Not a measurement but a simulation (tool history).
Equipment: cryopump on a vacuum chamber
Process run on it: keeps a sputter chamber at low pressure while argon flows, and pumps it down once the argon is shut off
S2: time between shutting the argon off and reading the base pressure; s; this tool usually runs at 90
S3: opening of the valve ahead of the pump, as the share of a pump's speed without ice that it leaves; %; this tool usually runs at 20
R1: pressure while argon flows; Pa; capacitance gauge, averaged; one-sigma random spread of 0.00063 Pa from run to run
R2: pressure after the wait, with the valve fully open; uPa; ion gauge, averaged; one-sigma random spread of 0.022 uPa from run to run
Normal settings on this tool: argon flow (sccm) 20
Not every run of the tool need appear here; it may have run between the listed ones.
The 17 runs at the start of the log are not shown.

Run 18, hour 801.5: usual settings but argon flow (sccm) 34. Result: R1 0.1784 Pa, R2 1.75 uPa.
Run 19, hour 839.8: usual settings but argon flow (sccm) 34. Result: R1 0.18 Pa, R2 1.74 uPa.
Run 20, hour 887.9: usual settings but S2 74 s. Result: R1 0.106 Pa, R2 1.85 uPa.
Run 21, hour 924.7: usual settings but argon flow (sccm) 16, S3 35 %. Result: R1 0.0527 Pa, R2 1.8 uPa.
At hour 968.6: pump warmed up, emptied and cooled again.
Run 22, hour 989.4: usual settings but argon flow (sccm) 16. Result: R1 0.0762 Pa, R2 1.36 uPa.
Run 23, hour 1019.5: usual settings but S3 18 %. Result: R1 0.1073 Pa, R2 1.4 uPa.
Run 24, hour 1064.3: usual settings but S2 215 s, S3 17 %. Result: R1 0.1135 Pa, R2 1.2 uPa.
Run 25, hour 1091.7: usual settings but S2 215 s, S3 17 %. Result: R1 0.116 Pa, R2 1.22 uPa.
Run 26, hour 1124.7: usual settings but argon flow (sccm) 15, S2 276 s. Result: R1 0.0732 Pa, R2 1.18 uPa.
Run 27, hour 1184.2: usual settings but argon flow (sccm) 15, S2 276 s. Result: R1 0.0729 Pa, R2 1.24 uPa.
Run 28, hour 1230.7: usual settings but argon flow (sccm) 18, S2 276 s. Result: R1 0.0885 Pa, R2 1.29 uPa.
Run 29, hour 1285.4: usual settings but argon flow (sccm) 18, S2 276 s. Result: R1 0.0882 Pa, R2 1.29 uPa.
Run 30, hour 1315.9: usual settings but argon flow (sccm) 18, S2 276 s. Result: R1 0.0887 Pa, R2 1.37 uPa.

Run 31 is up next; what results do you expect?
Run 31, hour 1367.4: usual settings but argon flow (sccm) 34, S3 45 %. Result: R1 ?, R2 ?.

Run 31 gave R1 0.0783 Pa, R2 1.6 uPa.
On a tool with no hidden condition, and with the same random variation, this run would have come out at R1 0.0733 Pa, R2 0.54 uPa.
